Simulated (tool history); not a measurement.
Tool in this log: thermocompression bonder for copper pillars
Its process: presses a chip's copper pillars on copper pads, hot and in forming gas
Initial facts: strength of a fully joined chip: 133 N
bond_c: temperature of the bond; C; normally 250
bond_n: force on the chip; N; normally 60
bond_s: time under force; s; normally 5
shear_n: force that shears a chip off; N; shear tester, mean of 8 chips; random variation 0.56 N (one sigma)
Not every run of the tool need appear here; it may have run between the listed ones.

| run | hour | bond_c | bond_n | bond_s | shear_n |
|---|---|---|---|---|---|
| 1 | 0 | 250 | 60 | 5 | 50.4 |
| 2 | 11.7 | 250 | 60 | 5 | 48.7 |
| 3 | 21.5 | 250 | 54 | 5 | 44.7 |
| 4 | 32.9 | 250 | 54 | 5 | 44 |
| 5 | 40.2 | 250 | 44 | 5 | 35.3 |
| 6 | 49.5 | 250 | 44 | 5 | 35.7 |
| 7 | 60.5 | 250 | 43 | 5 | 34.4 |
| 8 | 65.6 | 250 | 50 | 5 | 40.4 |
| 9 | 72.6 | 250 | 50 | 5 | 40.4 |
| 10 | 80.1 | 250 | 50 | 5 | 40.1 |
| 11 | 86.8 | 250 | 50 | 5 | 40.2 |
| 12 | 93.8 | 250 | 50 | 5 | 40.7 |
| 13 | 105 | 250 | 50 | 5 | 40.6 |
| 14 | 115.3 | 250 | 50 | 9 | 52.6 |
| 15 | 126.5 | 271 | 60 | 5 | 60.1 |
| 16 | 134.4 | 271 | 60 | 5 | 60.8 |
| 17 | 139.9 | 271 | 60 | 5 | 59.8 |
| 18 | 151.3 | 271 | 60 | 5 | 60.7 |
| 19 | 162.1 | 267 | 60 | 5 | 58.1 |
| 20 | 168.3 | 267 | 60 | 5 | 58.7 |
| 21 | 179.5 | 267 | 68 | 5 | 64.6 |
| 22 | 189 | 250 | 37 | 5 | 29.1 |
| 23 | 196.8 | 250 | 37 | 5 | 27.4 |
| 24 | 205.9 | 250 | 58 | 9 | 58.9 |
| 25 | 216.3 | 250 | 58 | 9 | 59.6 |
|  | 219.2 | heater calibrated with a thermocouple chip |
| 26 | 224.1 | 223 | 58 | 9 | 44.7 |
| 27 | 229.4 | 223 | 58 | 9 | 45.3 |
| 28 | 236.7 | 274 | 47 | 6 | 53.2 |
| 29 | 247.9 | 250 | 41 | 14 | 50.1 |
| 30 | 253.7 | 231 | 74 | 10 | 66.3 |
| 31 | 265.3 | 259 | 60 | 11 | 70.8 |
|  | 268.8 | heater calibrated with a thermocouple chip, once more |
| 32 | 273.2 | 259 | 60 | 9 | 63 |
| 33 | 282.3 | 254 | 60 | 10 | 62 |
| 34 | 291.4 | 224 | 43 | 5 | 24.2 |
| 35 | 301.4 | 278 | 43 | 5 | 43.8 |
| 36 | 311.8 | 278 | 43 | 5 | 43 |
| 37 | 321.3 | 278 | 43 | 5 | 42.4 |
| 38 | 332 | 253 | 48 | 5 | 37.2 |

What will run 39 give?
| 39 | 337.7 | 272 | 78 | 7 | ? |

shear_n: 80.1 N
With no hidden state in the tool, this same run would have given shear_n 85.1 N.
